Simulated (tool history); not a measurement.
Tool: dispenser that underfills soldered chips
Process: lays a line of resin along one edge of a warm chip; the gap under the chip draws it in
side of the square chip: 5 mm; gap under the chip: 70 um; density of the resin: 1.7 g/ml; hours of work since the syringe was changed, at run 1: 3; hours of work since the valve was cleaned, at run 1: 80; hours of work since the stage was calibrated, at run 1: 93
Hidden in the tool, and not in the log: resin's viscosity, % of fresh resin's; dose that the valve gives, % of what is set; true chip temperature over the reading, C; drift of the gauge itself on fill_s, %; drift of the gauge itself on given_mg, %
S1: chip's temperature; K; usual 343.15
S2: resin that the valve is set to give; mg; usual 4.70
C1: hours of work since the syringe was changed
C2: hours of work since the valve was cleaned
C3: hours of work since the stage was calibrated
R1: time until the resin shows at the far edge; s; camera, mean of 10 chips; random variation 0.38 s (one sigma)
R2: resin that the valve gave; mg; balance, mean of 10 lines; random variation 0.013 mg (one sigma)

run 1 hour=0.0 | S1=343.15 S2=4.70 | C1=3 C2=80 C3=93 | R1=30.7 R2=4.58
run 2 hour=2.5 | S1=345.15 S2=4.70 | C1=5 C2=82 C3=94 | R1=32.1 R2=4.56
-- hour=5.2 new syringe of resin
run 3 hour=7.7 | S1=345.15 S2=4.70 | C1=2 C2=85 C3=97 | R1=24.6 R2=4.57
run 4 hour=11.0 | S1=345.15 S2=4.70 | C1=4 C2=87 C3=99 | R1=29.1 R2=4.57
-- hour=15.3 new syringe of resin
run 5 hour=15.7 | S1=345.15 S2=4.70 | C1=0 C2=90 C3=102 | R1=21.1 R2=4.55
run 6 hour=21.2 | S1=341.15 S2=5.57 | C1=4 C2=93 C3=106 | R1=34.1 R2=5.40

Forecast run 7:
run 7 hour=24.2 | S1=335.15 S2=5.64 | C1=6 C2=95 C3=108 | R1=? R2=?

{"run 7": {"R1": 55.1, "R2": 5.47}}
Without the tool's hidden state the same run would have given R1 34.0 s, R2 5.65 mg.

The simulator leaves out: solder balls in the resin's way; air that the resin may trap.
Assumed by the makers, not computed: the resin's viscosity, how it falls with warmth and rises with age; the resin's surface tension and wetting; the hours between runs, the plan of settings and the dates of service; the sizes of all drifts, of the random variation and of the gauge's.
